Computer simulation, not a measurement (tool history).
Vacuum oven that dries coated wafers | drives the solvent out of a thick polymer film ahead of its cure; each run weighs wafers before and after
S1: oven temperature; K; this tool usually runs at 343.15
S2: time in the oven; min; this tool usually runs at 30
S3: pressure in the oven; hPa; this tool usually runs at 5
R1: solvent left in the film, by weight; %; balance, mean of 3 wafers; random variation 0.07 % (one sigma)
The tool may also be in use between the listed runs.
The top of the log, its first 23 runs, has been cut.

| run | hour | S1 | S2 | S3 | R1 |
|---|---|---|---|---|---|
| 24 | 402.9 | 347.15 | 30 | 5 | 3.81 |
| 25 | 417.9 | 332.15 | 18 | 4.05 | 12.98 |
| 26 | 430.3 | 349.15 | 27 | 8.58 | 4.09 |
| 27 | 448.7 | 345.15 | 25 | 5 | 5.64 |
| 28 | 464.7 | 343.15 | 28 | 5 | 5.74 |
| 29 | 488 | 329.15 | 16 | 19.26 | 16.47 |
| 30 | 501.1 | 335.15 | 42 | 5 | 6.54 |
| 31 | 518.9 | 347.15 | 49 | 5 | 1.79 |
| 32 | 531 | 334.15 | 30 | 14.43 | 10.76 |
|  | 547.7 | oven's thermocouples calibrated |
| 33 | 548.1 | 343.15 | 27 | 5 | 6.48 |
| 34 | 572.4 | 343.15 | 38 | 5 | 4.37 |
| 35 | 598 | 343.15 | 20 | 18.64 | 9.85 |
| 36 | 620.4 | 330.15 | 20 | 5.8 | 13.87 |
| 37 | 645.3 | 330.15 | 20 | 5.8 | 13.76 |
| 38 | 669.3 | 330.15 | 20 | 5.8 | 13.76 |
| 39 | 694.4 | 335.15 | 37 | 5 | 7.84 |
| 40 | 707.2 | 335.15 | 36 | 4.65 | 8.05 |
| 41 | 718.9 | 343.15 | 40 | 8.22 | 4.61 |
| 42 | 736.1 | 355.15 | 16 | 5 | 4.87 |
| 43 | 756.2 | 352.15 | 30 | 5 | 2.52 |
| 44 | 770.6 | 352.15 | 30 | 5 | 2.64 |
| 45 | 784.7 | 352.15 | 30 | 5 | 2.53 |
| 46 | 797.9 | 354.15 | 19 | 12.09 | 4.95 |

Forecast each of these 5 alternatives for the next run:
| A | 821.8 | 343.15 | 27 | 5 | ? |
| B | 821.8 | 343.15 | 35 | 8.02 | ? |
| C | 821.8 | 329.15 | 32 | 8.42 | ? |
| D | 821.8 | 347.15 | 30 | 7.23 | ? |
| E | 821.8 | 331.15 | 19 | 12.09 | ? |

| run | R1 |
|---|---|
| A | 6.34 |
| B | 5.18 |
| C | 12.27 |
| D | 4.49 |
| E | 14.58 |
Had the tool no hidden state, the same runs would have come out as:
| run | R1 |
|---|---|
| A | 6.17 |
| B | 4.98 |
| C | 11.99 |
| D | 4.32 |
| E | 14.38 |

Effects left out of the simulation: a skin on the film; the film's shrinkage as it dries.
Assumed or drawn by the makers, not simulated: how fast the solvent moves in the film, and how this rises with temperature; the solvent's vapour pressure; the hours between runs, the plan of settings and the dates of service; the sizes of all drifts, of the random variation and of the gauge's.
